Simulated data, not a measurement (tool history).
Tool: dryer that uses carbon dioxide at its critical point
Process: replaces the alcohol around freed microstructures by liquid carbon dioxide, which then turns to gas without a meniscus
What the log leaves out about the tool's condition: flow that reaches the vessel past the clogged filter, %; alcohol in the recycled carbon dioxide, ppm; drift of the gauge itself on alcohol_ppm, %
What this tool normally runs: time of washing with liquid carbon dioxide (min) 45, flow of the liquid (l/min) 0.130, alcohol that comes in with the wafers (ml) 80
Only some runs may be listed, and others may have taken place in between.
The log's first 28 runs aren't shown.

| run | hour | time of washing with liquid carbon dioxide (min) | flow of the liquid (l/min) | alcohol that comes in with the wafers (ml) | hours of work since the filter was changed | hours of work since the purifier's bed was changed | alcohol left in the vessel before it's heated (ppm by volume) |
|---|---|---|---|---|---|---|---|
| 29 | 233.0 | 46 | 0.195 | 33 | 13 | 333 | 96 |
| 30 | 242.6 | 39 | 0.106 | 80 | 19 | 339 | 3341 |
| 31 | 251.0 | 32 | 0.173 | 53 | 24 | 344 | 776 |
| 32 | 255.8 | 32 | 0.173 | 53 | 27 | 347 | 801 |
| 33 | 267.3 | 32 | 0.173 | 53 | 34 | 354 | 815 |
| 34 | 274.4 | 30 | 0.121 | 41 | 39 | 359 | 2639 |
| 35 | 283.9 | 30 | 0.135 | 100 | 44 | 364 | 4606 |
| 36 | 294.6 | 62 | 0.091 | 37 | 51 | 371 | 622 |
| 37 | 299.3 | 40 | 0.153 | 80 | 54 | 374 | 853 |
| 38 | 309.6 | 45 | 0.099 | 55 | 60 | 380 | 2041 |
| 39 | 314.5 | 66 | 0.131 | 55 | 63 | 383 | 154 |
| 40 | 324.1 | 59 | 0.131 | 70 | 69 | 389 | 283 |
| 41 | 329.8 | 59 | 0.131 | 70 | 72 | 392 | 302 |
| 42 | 340.8 | 33 | 0.120 | 80 | 79 | 399 | 4314 |
| 43 | 347.2 | 46 | 0.160 | 74 | 83 | 403 | 388 |
| 44 | 358.2 | 36 | 0.130 | 35 | 90 | 410 | 1159 |
| 45 | 367.1 | 70 | 0.126 | 66 | 95 | 415 | 194 |
| 46 | 372.5 | 39 | 0.156 | 29 | 98 | 418 | 408 |
| 47 | 383.7 | 39 | 0.156 | 29 | 105 | 425 | 400 |

Here are 4 independent what-if runs from the current tool condition. What would each one return?
| A | 394.3 | 45 | 0.117 | 80 | 112 | 432 | ? |
| B | 394.3 | 56 | 0.080 | 60 | 112 | 432 | ? |
| C | 394.3 | 31 | 0.190 | 52 | 112 | 432 | ? |
| D | 394.3 | 40 | 0.119 | 21 | 112 | 432 | ? |

| run | alcohol left in the vessel before it's heated (ppm by volume) |
|---|---|
| A | 1869 |
| B | 2473 |
| C | 771 |
| D | 732 |
What these runs would have given with no unlogged condition in the tool:
| run | alcohol left in the vessel before it's heated (ppm by volume) |
|---|---|
| A | 1275 |
| B | 1800 |
| C | 470 |
| D | 480 |
